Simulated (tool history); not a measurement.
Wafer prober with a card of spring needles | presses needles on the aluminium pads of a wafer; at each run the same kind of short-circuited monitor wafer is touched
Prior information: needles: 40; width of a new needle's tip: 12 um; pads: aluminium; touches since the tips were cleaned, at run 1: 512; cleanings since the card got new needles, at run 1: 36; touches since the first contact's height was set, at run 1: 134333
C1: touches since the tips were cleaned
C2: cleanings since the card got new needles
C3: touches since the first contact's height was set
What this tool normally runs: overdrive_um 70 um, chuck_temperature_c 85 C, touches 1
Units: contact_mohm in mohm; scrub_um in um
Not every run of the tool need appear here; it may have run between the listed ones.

run 1 hour=0 | overdrive_um=70 chuck_temperature_c=85 touches=1 | C1=512 C2=36 C3=134333 | contact_mohm=262 scrub_um=8.81
-- hour=41.9 tips cleaned on abrasive film
run 2 hour=63.1 | overdrive_um=70 chuck_temperature_c=85 touches=1 | C1=4369 C2=37 C3=147271 | contact_mohm=269 scrub_um=8.8
-- hour=85.3 tips cleaned on abrasive film
run 3 hour=109.4 | overdrive_um=70 chuck_temperature_c=85 touches=1 | C1=4935 C2=38 C3=156735 | contact_mohm=265 scrub_um=8.81
-- hour=132.8 tips cleaned on abrasive film
run 4 hour=172.3 | overdrive_um=70 chuck_temperature_c=85 touches=1 | C1=8103 C2=39 C3=169629 | contact_mohm=266 scrub_um=8.78
-- hour=175.7 tips cleaned on abrasive film
run 5 hour=211 | overdrive_um=70 chuck_temperature_c=85 touches=1 | C1=7244 C2=40 C3=177546 | contact_mohm=268 scrub_um=8.82
-- hour=220.7 tips cleaned on abrasive film
-- hour=262.9 tips cleaned on abrasive film
run 6 hour=271.3 | overdrive_um=70 chuck_temperature_c=85 touches=2 | C1=1721 C2=42 C3=189887 | contact_mohm=260 scrub_um=8.77
-- hour=311.7 tips cleaned on abrasive film
run 7 hour=323.7 | overdrive_um=70 chuck_temperature_c=85 touches=2 | C1=2474 C2=43 C3=200628 | contact_mohm=265 scrub_um=8.77
-- hour=355 tips cleaned on abrasive film
run 8 hour=355 | overdrive_um=70 chuck_temperature_c=48 touches=3 | C1=0 C2=44 C3=207027 | contact_mohm=255 scrub_um=8.78

What will run 9 give?
-- hour=400.9 tips cleaned on abrasive film
run 9 hour=402.3 | overdrive_um=70 chuck_temperature_c=48 touches=3 | C1=304 C2=45 C3=216718 | contact_mohm=? scrub_um=?

contact_mohm: 254 mohm
scrub_um: 8.77 um
With the hidden condition absent and the run-to-run variation left alone, this run would have shown contact_mohm 254 mohm, scrub_um 8.83 um.
